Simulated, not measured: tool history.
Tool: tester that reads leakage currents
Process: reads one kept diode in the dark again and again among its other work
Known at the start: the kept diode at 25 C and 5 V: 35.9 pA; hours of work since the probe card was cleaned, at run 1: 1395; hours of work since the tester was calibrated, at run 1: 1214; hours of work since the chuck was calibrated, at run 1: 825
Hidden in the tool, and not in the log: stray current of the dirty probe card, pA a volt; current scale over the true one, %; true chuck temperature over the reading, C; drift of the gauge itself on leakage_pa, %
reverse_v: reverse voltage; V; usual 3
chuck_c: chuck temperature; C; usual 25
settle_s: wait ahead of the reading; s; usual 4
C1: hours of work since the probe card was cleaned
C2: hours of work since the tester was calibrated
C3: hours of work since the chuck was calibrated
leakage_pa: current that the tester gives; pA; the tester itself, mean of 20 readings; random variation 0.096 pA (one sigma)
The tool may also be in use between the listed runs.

Run 1, hour 0: usual settings; C1 1395; C2 1214; C3 825. Result: leakage_pa 33.47 pA.
Run 2, hour 170.4: usual settings; C1 1502; C2 1321; C3 932. Result: leakage_pa 33.8 pA.
Run 3, hour 289.1: usual settings; C1 1577; C2 1396; C3 1006. Result: leakage_pa 34.21 pA.
At hour 414.7: probe card cleaned and baked.
Run 4, hour 499.4: usual settings but settle_s 2.09 s; C1 53; C2 1526; C3 1137. Result: leakage_pa 30.55 pA.
Run 5, hour 594.4: usual settings but settle_s 2.09 s; C1 113; C2 1586; C3 1196. Result: leakage_pa 30.73 pA.
Run 6, hour 793.2: usual settings but reverse_v 12.27 V; C1 238; C2 1711; C3 1321. Result: leakage_pa 67.59 pA.
Run 7, hour 893: usual settings but reverse_v 12.27 V; C1 300; C2 1773; C3 1384. Result: leakage_pa 68.85 pA.
At hour 913.6: chuck's temperature calibrated.
Run 8, hour 1018.6: usual settings but reverse_v 12.27 V; C1 378; C2 1851; C3 66. Result: leakage_pa 74.64 pA.
Run 9, hour 1118.3: usual settings but reverse_v 8.54 V; C1 441; C2 1913; C3 129. Result: leakage_pa 61.26 pA.
Run 10, hour 1312.4: usual settings but reverse_v 13.02 V, chuck_c 46 C, settle_s 7.47 s; C1 562; C2 2035; C3 250. Result: leakage_pa 303.87 pA.
Run 11, hour 1399.4: usual settings but reverse_v 9.6 V, settle_s 2.03 s; C1 617; C2 2090; C3 305. Result: leakage_pa 68.8 pA.
Run 12, hour 1495.8: usual settings but reverse_v 9.6 V, settle_s 2.03 s; C1 678; C2 2151; C3 366. Result: leakage_pa 69.24 pA.
Run 13, hour 1656.2: usual settings but reverse_v 9.35 V, settle_s 0.89 s; C1 778; C2 2251; C3 466. Result: leakage_pa 69.75 pA.
Run 14, hour 1755.5: usual settings but reverse_v 9.35 V, settle_s 0.89 s; C1 841; C2 2314; C3 529. Result: leakage_pa 70.56 pA.
At hour 1790.3: chuck's temperature calibrated, once more.
Run 15, hour 1959: usual settings but reverse_v 9.35 V, settle_s 0.89 s; C1 967; C2 2440; C3 106. Result: leakage_pa 59.58 pA.
Run 16, hour 2117: usual settings but reverse_v 2.11 V, chuck_c 44 C; C1 1066; C2 2539; C3 205. Result: leakage_pa 87.25 pA.
Run 17, hour 2286.8: usual settings but reverse_v 13.53 V, chuck_c 33 C, settle_s 1.31 s; C1 1173; C2 2646; C3 312. Result: leakage_pa 125.65 pA.

Forecast each of these 5 alternatives for the next run:
Run A, hour 2482.4: usual settings but settle_s 3.66 s; C1 1296; C2 2769; C3 435. Result: leakage_pa ?.
Run B, hour 2482.4: usual settings but settle_s 0.37 s; C1 1296; C2 2769; C3 435. Result: leakage_pa ?.
Run C, hour 2482.4: usual settings but reverse_v 8.43 V, chuck_c 50 C, settle_s 1.31 s; C1 1296; C2 2769; C3 435. Result: leakage_pa ?.
Run D, hour 2482.4: usual settings but reverse_v 1.36 V, chuck_c 50 C, settle_s 1.2 s; C1 1296; C2 2769; C3 435. Result: leakage_pa ?.
Run E, hour 2482.4: usual settings but reverse_v 1.93 V, chuck_c 42 C, settle_s 1.31 s; C1 1296; C2 2769; C3 435. Result: leakage_pa ?.

run  leakage_pa
  A       32.42
  B        32.8
  C      273.06
  D      101.96
  E       75.07
Without the tool's hidden state the same runs would have given:
run  leakage_pa
  A       27.64
  B          28
  C      251.79
  D       95.88
  E       69.51
